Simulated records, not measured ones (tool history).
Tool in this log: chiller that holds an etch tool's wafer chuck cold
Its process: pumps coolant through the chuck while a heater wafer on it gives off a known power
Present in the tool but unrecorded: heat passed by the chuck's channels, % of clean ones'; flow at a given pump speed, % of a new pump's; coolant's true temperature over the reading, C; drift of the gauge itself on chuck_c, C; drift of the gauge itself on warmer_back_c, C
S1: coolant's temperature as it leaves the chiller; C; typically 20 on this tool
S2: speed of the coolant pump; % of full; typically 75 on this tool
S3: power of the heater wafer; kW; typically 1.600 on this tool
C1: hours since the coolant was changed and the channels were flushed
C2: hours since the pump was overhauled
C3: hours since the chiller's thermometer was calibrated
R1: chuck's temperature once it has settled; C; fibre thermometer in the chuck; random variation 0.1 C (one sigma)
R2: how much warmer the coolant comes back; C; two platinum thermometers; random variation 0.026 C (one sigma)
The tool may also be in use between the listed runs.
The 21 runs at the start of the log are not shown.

run,hour,S1,S2,S3,C1,C2,C3,R1,R2
22,1924.6,12,79,1.150,6046,2063,685,25.1,3.05
# hour 1936.5: coolant pump overhauled
23,2021.3,19,63,1.784,6138,85,777,42.2,6.08
24,2097.5,19,63,1.784,6214,161,853,42.3,6.07
25,2182.1,22,92,1.600,6298,246,938,39.1,3.74
26,2279.9,14,75,1.600,6396,343,1036,33.1,4.57
27,2379.1,22,72,1.600,6495,443,1135,41.5,4.79
28,2449.9,29,79,1.131,6566,513,1206,42.2,3.11
29,2545.1,26,85,0.939,6661,609,1301,36.6,2.36
# hour 2597.3: coolant pump overhauled, once more
30,2615.4,28,72,0.858,6727,18,1366,38.6,2.49
31,2731.0,28,72,0.858,6842,134,1482,38.5,2.52
32,2837.5,10,71,1.600,6949,240,1588,29.7,4.73
33,2892.2,10,71,1.600,7004,295,1643,29.5,4.72

Consider 3 possible next runs. They are alternatives, not a sequence: every one starts from the tool as it was left by run 33. What does each give?
A,2984.2,25,71,1.600,7096,387,1735,?,?
B,2984.2,10,71,1.046,7096,387,1735,?,?
C,2984.2,10,71,1.807,7096,387,1735,?,?

run,R1,R2
A,44.7,4.80
B,23.1,3.10
C,32.4,5.37
Stripped of hidden state, with their random variation kept, the same runs would have yielded:
run,R1,R2
A,41.7,4.78
B,21.1,3.08
C,29.1,5.34
